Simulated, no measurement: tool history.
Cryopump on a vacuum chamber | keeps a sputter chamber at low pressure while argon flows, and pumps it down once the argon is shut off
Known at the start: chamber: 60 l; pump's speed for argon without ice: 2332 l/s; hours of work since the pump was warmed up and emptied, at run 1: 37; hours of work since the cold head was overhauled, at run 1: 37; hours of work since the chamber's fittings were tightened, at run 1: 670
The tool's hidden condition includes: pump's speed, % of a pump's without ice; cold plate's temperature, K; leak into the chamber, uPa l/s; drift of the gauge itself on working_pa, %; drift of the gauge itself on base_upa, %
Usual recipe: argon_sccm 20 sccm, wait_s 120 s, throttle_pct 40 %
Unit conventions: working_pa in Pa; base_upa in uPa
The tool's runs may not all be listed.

run   hour  argon_sccm  wait_s  throttle_pct  hours of work since the pump was warmed up and emptied  hours of work since the cold head was overhauled  hours of work since the chamber's fittings were tightened  working_pa  base_upa
  1    0.0          20     120            40                                                      37                                                37                                                        670      0.0358      1.04
  2   33.7          20     120            40                                                      52                                                52                                                        686      0.0364      1.08
  3   65.2          20     120            40                                                      67                                                67                                                        701      0.0371      1.12
  4   86.2          20     120            40                                                      77                                                77                                                        711      0.0367      1.11
  5  113.0          20     120            40                                                      89                                                89                                                        723      0.0370      1.16
  6  133.7          20     120            40                                                      99                                                99                                                        733      0.0371      1.11
  7  151.3          20     120            40                                                     107                                               107                                                        741      0.0361      1.12
  8  170.0          20     120            40                                                     116                                               116                                                        750      0.0375      1.14
  9  187.5          20      59            40                                                     124                                               124                                                        758      0.0368      1.68
 10  209.4          20      59            40                                                     134                                               134                                                        768      0.0374      1.67
 11  235.7          20     120            40                                                     146                                               146                                                        780      0.0370      1.18
 12  263.7          20     120            40                                                     159                                               159                                                        793      0.0376      1.18
 13  295.6          20     120            40                                                     174                                               174                                                        808      0.0370      1.19
 14  310.9          20     120            40                                                     181                                               181                                                        815      0.0375      1.23
 15  332.0          20     120            40                                                     191                                               191                                                        825      0.0379      1.25
 16  348.0          20     120            40                                                     199                                               199                                                        833      0.0373      1.25
 17  375.8          20     107            40                                                     212                                               212                                                        846      0.0384      1.28
 18  405.8           9      32            19                                                     226                                               226                                                        860      0.0347      2.66
 19  420.9           9      32            19                                                     233                                               233                                                        867      0.0354      2.63
 20  450.1          19     261            54                                                     246                                               246                                                        880      0.0271      1.05
 21  465.9          19     261            54                                                     254                                               254                                                        888      0.0277      1.03
 22  482.3          19     261            54                                                     261                                               261                                                        895      0.0268      0.99
 23  515.7          26     102            43                                                     277                                               277                                                        911      0.0455      1.35
 24  548.2          28      27            46                                                     292                                               292                                                        926      0.0463      3.03
 25  576.8          28     131            24                                                     305                                               305                                                        939      0.0875      1.26
 26  605.7          28     131            24                                                     319                                               319                                                        953      0.0863      1.32
 27  634.7          28     131            24                                                     332                                               332                                                        966      0.0867      1.30
 28  659.6          14      28            34                                                     344                                               344                                                        978      0.0318      2.99
 29  689.8          14      28            34                                                     358                                               358                                                        992      0.0318      3.01
 30  716.6          23     120            40                                                     371                                               371                                                       1005      0.0450      1.39
 31  745.8          22     120            40                                                     384                                               384                                                       1018      0.0431      1.35
 32  763.1          35      50            31                                                     392                                               392                                                       1026      0.0863      2.15
 33  782.6          26      50            29                                                     401                                               401                                                       1035      0.0680      2.09
 34  806.3          26      50            29                                                     412                                               412                                                       1046      0.0678      2.05

Alternative continuations, all from the tool just after run 34; predict every row:
  A  821.1          17     259            18                                                     419                                               419                                                       1053           ?         ?
  B  821.1          16      58            38                                                     419                                               419                                                       1053           ?         ?
  C  821.1          10      50            29                                                     419                                               419                                                       1053           ?         ?
  D  821.1          16      39            29                                                     419                                               419                                                       1053           ?         ?

run  working_pa  base_upa
  A      0.0710      1.16
  B      0.0324      1.87
  C      0.0272      2.12
  D      0.0418      2.56
Had the tool no hidden state, the same runs would have come out as:
run  working_pa  base_upa
  A      0.0688      0.35
  B      0.0303      1.10
  C      0.0259      1.32
  D      0.0397      1.74

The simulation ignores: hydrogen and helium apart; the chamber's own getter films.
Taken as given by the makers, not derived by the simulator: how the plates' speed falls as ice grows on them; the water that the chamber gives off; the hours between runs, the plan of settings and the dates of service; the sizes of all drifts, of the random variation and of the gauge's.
